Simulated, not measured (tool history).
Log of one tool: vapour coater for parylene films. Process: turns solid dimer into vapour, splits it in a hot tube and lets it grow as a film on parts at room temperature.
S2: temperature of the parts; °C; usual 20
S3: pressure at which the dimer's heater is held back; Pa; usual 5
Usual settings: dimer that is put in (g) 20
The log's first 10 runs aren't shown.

{"run": 11, "day": 10.775, "dimer that is put in (g)": 20, "S2": 20, "S3": 5, "thickness of the film (um)": 10.92}
{"run": 12, "day": 11.95, "dimer that is put in (g)": 20, "S2": 20, "S3": 5, "thickness of the film (um)": 10.87}
{"run": 13, "day": 13.3, "dimer that is put in (g)": 13, "S2": 20, "S3": 5, "thickness of the film (um)": 7.05}
{"run": 14, "day": 14.8, "dimer that is put in (g)": 13, "S2": 20, "S3": 5, "thickness of the film (um)": 7.09}
{"run": 15, "day": 15.925, "dimer that is put in (g)": 20, "S2": 20, "S3": 7.3, "thickness of the film (um)": 10.55}
{"run": 16, "day": 17.542, "dimer that is put in (g)": 20, "S2": 20, "S3": 5.33, "thickness of the film (um)": 10.8}
{"run": 17, "day": 19.054, "dimer that is put in (g)": 20, "S2": 20, "S3": 5, "thickness of the film (um)": 10.7}
{"run": 18, "day": 19.825, "dimer that is put in (g)": 20, "S2": 20, "S3": 3.08, "thickness of the film (um)": 11.02}
{"run": 19, "day": 21.167, "dimer that is put in (g)": 20, "S2": 20, "S3": 3.08, "thickness of the film (um)": 11.09}
{"day": 22.562, "done": "trap's valve overhauled"}
{"run": 20, "day": 22.692, "dimer that is put in (g)": 20, "S2": 20, "S3": 3.08, "thickness of the film (um)": 10.77}
{"run": 21, "day": 24.371, "dimer that is put in (g)": 36, "S2": 20, "S3": 5, "thickness of the film (um)": 18.97}
{"run": 22, "day": 25.267, "dimer that is put in (g)": 20, "S2": 12, "S3": 5, "thickness of the film (um)": 12.6}
{"run": 23, "day": 26.729, "dimer that is put in (g)": 20, "S2": 25, "S3": 9.21, "thickness of the film (um)": 8.9}
{"run": 24, "day": 28.004, "dimer that is put in (g)": 10, "S2": 25, "S3": 9.21, "thickness of the film (um)": 4.38}
{"run": 25, "day": 28.971, "dimer that is put in (g)": 10, "S2": 25, "S3": 9.21, "thickness of the film (um)": 4.38}

Run 26 comes next. What will it give?
{"run": 26, "day": 29.792, "dimer that is put in (g)": 16, "S2": 20, "S3": 7.73, "thickness of the film (um)": "?"}

thickness of the film (um): 8.05
Without the tool's hidden state the same run would have given thickness of the film (um) 9.34.
